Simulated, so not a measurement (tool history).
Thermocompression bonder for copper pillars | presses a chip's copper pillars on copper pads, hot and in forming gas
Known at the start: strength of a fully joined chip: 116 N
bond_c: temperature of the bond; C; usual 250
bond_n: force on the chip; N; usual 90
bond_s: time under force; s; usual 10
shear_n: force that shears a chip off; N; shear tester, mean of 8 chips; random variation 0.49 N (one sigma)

run	hour	bond_c	bond_n	bond_s	shear_n
1	0.0	250	90	10	46.3
2	82.5	250	90	10	46.3
3	140.0	250	90	10	45.5
# hour 157.9: forming gas filter changed
4	220.1	250	90	10	46.7
5	287.2	250	90	10	46.0
6	349.6	250	55	10	33.7
7	399.4	250	55	17	42.1
8	468.7	250	90	14	52.2
9	531.6	250	90	14	51.1
# hour 550.7: forming gas filter changed
10	632.4	250	126	14	63.1
11	727.1	250	90	10	45.6
12	781.2	252	90	10	46.3
13	875.3	250	90	10	44.8
# hour 944.3: forming gas filter changed
14	964.1	250	90	10	46.0
15	1054.8	230	93	10	34.8
16	1128.7	230	93	10	35.2
17	1223.3	251	67	11	38.6
18	1309.3	251	67	11	38.3
# hour 1317.8: heater calibrated with a thermocouple chip
# hour 1343.9: forming gas filter changed
19	1380.2	250	103	10	49.3
20	1428.4	250	66	10	36.4
21	1471.0	250	66	10	36.5
22	1561.4	250	66	10	36.2
# hour 1625.8: heater calibrated with a thermocouple chip, once more
23	1658.0	250	66	10	38.8
24	1720.4	250	90	10	45.6
# hour 1737.6: forming gas filter changed
25	1802.1	250	108	9	51.3
26	1872.6	267	116	10	65.9
# hour 1940.2: force cell calibrated
27	1962.4	267	116	10	64.0

Forecast each of these 3 alternatives for the next run:
A	2058.2	250	90	12	?
B	2058.2	277	116	10	?
C	2058.2	253	90	10	?

run	shear_n
A	48.3
B	68.5
C	46.9
Without the tool's hidden state the same runs would have given:
run	shear_n
A	50.5
B	71.4
C	49.0

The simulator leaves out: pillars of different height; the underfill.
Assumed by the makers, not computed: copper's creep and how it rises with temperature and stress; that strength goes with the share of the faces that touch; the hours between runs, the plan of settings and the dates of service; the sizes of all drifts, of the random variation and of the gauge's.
